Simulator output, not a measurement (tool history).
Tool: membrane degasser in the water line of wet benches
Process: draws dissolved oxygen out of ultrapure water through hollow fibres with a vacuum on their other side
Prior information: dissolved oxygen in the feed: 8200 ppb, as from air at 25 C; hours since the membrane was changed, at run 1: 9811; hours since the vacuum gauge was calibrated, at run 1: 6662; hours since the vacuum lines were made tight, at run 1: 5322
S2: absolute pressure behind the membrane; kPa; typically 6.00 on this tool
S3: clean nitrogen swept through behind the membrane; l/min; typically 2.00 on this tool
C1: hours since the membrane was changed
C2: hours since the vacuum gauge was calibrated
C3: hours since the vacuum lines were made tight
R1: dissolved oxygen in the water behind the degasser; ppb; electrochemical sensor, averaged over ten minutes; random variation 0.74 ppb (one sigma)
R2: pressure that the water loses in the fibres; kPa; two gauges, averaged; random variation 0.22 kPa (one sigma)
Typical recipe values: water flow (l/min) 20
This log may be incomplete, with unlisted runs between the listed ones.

Run 1, day 0.000: usual settings; C1 9811; C2 6662; C3 5322. Result: R1 67.6 ppb, R2 52.05 kPa.
Run 2, day 10.200: usual settings; C1 10056; C2 6907; C3 5567. Result: R1 68.4 ppb, R2 51.81 kPa.
Run 3, day 20.225: usual settings but water flow (l/min) 15; C1 10296; C2 7148; C3 5808. Result: R1 51.3 ppb, R2 39.11 kPa.
Run 4, day 25.012: usual settings but water flow (l/min) 15; C1 10411; C2 7262; C3 5922. Result: R1 51.1 ppb, R2 38.51 kPa.
At day 34.646: seals of the vacuum lines changed.
Run 5, day 35.238: usual settings but water flow (l/min) 15; C1 10655; C2 7506; C3 14. Result: R1 51.9 ppb, R2 38.75 kPa.
Run 6, day 44.354: usual settings but water flow (l/min) 15; C1 10873; C2 7725; C3 233. Result: R1 51.1 ppb, R2 38.63 kPa.
Run 7, day 55.146: usual settings but water flow (l/min) 15; C1 11132; C2 7984; C3 492. Result: R1 51.9 ppb, R2 38.98 kPa.
Run 8, day 60.758: usual settings but water flow (l/min) 15; C1 11267; C2 8118; C3 627. Result: R1 51.2 ppb, R2 38.63 kPa.
Run 9, day 66.471: usual settings but water flow (l/min) 15; C1 11404; C2 8256; C3 764. Result: R1 50.9 ppb, R2 38.68 kPa.
Run 10, day 76.175: usual settings but water flow (l/min) 21, S2 4.16 kPa, S3 1.09 l/min; C1 11637; C2 8488; C3 997. Result: R1 43.8 ppb, R2 53.91 kPa.
At day 81.675: vacuum gauge calibrated.
Run 11, day 86.242: usual settings but water flow (l/min) 18, S2 10.17 kPa, S3 1.09 l/min; C1 11878; C2 110; C3 1238. Result: R1 253.9 ppb, R2 46.50 kPa.
Run 12, day 96.942: usual settings but water flow (l/min) 18, S2 7.08 kPa, S3 1.53 l/min; C1 12135; C2 366; C3 1495. Result: R1 108.2 ppb, R2 46.49 kPa.
Run 13, day 106.592: usual settings but water flow (l/min) 17, S2 5.27 kPa, S3 1.53 l/min; C1 12366; C2 598; C3 1726. Result: R1 55.8 ppb, R2 44.04 kPa.

Predict each of these 5 candidate next runs independently; none follows another, all start after run 13:
Run A, day 112.979: usual settings but water flow (l/min) 17, S2 5.27 kPa, S3 1.07 l/min; C1 12520; C2 751; C3 1879. Result: R1 ?, R2 ?.
Run B, day 112.979: usual settings but water flow (l/min) 29, S2 5.27 kPa, S3 1.53 l/min; C1 12520; C2 751; C3 1879. Result: R1 ?, R2 ?.
Run C, day 112.979: usual settings but water flow (l/min) 13, S2 10.14 kPa, S3 0.99 l/min; C1 12520; C2 751; C3 1879. Result: R1 ?, R2 ?.
Run D, day 112.979: usual settings but water flow (l/min) 29, S2 9.90 kPa, S3 2.44 l/min; C1 12520; C2 751; C3 1879. Result: R1 ?, R2 ?.
Run E, day 112.979: usual settings but S2 12.87 kPa; C1 12520; C2 751; C3 1879. Result: R1 ?, R2 ?.

run     R1     R2
  A   77.8  43.39
  B   93.0  74.97
  C  205.6  33.34
  D  186.5  74.01
  E  226.3  51.75
Without the tool's unlogged condition, the same runs would have read:
run     R1     R2
  A   77.8  43.84
  B   92.9  75.76
  C  205.5  33.69
  D  186.4  74.80
  E  226.2  52.30

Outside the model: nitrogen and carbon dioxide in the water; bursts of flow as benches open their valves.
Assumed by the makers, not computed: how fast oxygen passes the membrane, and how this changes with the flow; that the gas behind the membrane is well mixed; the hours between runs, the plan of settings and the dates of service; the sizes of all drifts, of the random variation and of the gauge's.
